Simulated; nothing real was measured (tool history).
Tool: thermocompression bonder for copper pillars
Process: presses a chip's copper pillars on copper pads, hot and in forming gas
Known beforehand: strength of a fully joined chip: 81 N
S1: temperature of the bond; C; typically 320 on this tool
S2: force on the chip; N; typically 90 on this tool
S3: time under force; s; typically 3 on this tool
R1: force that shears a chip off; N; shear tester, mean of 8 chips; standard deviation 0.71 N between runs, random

| run | hour | S1 | S2 | S3 | R1 |
|---|---|---|---|---|---|
| 1 | 0.0 | 320 | 90 | 3 | 51.3 |
| 2 | 17.4 | 320 | 90 | 3 | 51.3 |
| 3 | 54.2 | 320 | 90 | 3 | 51.1 |
| 4 | 74.2 | 320 | 90 | 3 | 51.5 |
| 5 | 95.2 | 320 | 90 | 3 | 50.8 |
| 6 | 114.6 | 320 | 81 | 3 | 48.1 |
| 7 | 141.3 | 320 | 81 | 3 | 48.2 |
| 8 | 175.3 | 320 | 63 | 3 | 41.9 |
| 9 | 190.8 | 320 | 90 | 3 | 50.3 |
| 10 | 221.4 | 320 | 90 | 3 | 48.0 |
| 11 | 250.4 | 320 | 90 | 3 | 48.3 |
| 12 | 278.7 | 335 | 90 | 3 | 55.8 |
|  | 285.3 | forming gas filter changed |
| 13 | 298.1 | 335 | 90 | 3 | 61.0 |
|  | 302.6 | heater calibrated with a thermocouple chip |
| 14 | 321.7 | 335 | 90 | 3 | 60.5 |
| 15 | 337.8 | 300 | 82 | 3 | 41.5 |
| 16 | 354.6 | 320 | 130 | 5 | 68.4 |
| 17 | 389.5 | 311 | 90 | 3 | 48.1 |
| 18 | 421.9 | 320 | 90 | 2 | 45.7 |
| 19 | 450.0 | 320 | 58 | 2 | 36.5 |
|  | 486.0 | heater calibrated with a thermocouple chip, once more |
| 20 | 487.5 | 320 | 95 | 8 | 60.8 |
| 21 | 509.5 | 320 | 97 | 9 | 63.7 |

What will run 22 give?
| 22 | 529.2 | 320 | 97 | 9 | ? |

Run 22 produced R1 62.3 N.
Minus the tool's unlogged condition, the same run would have read R1 66.2 N.
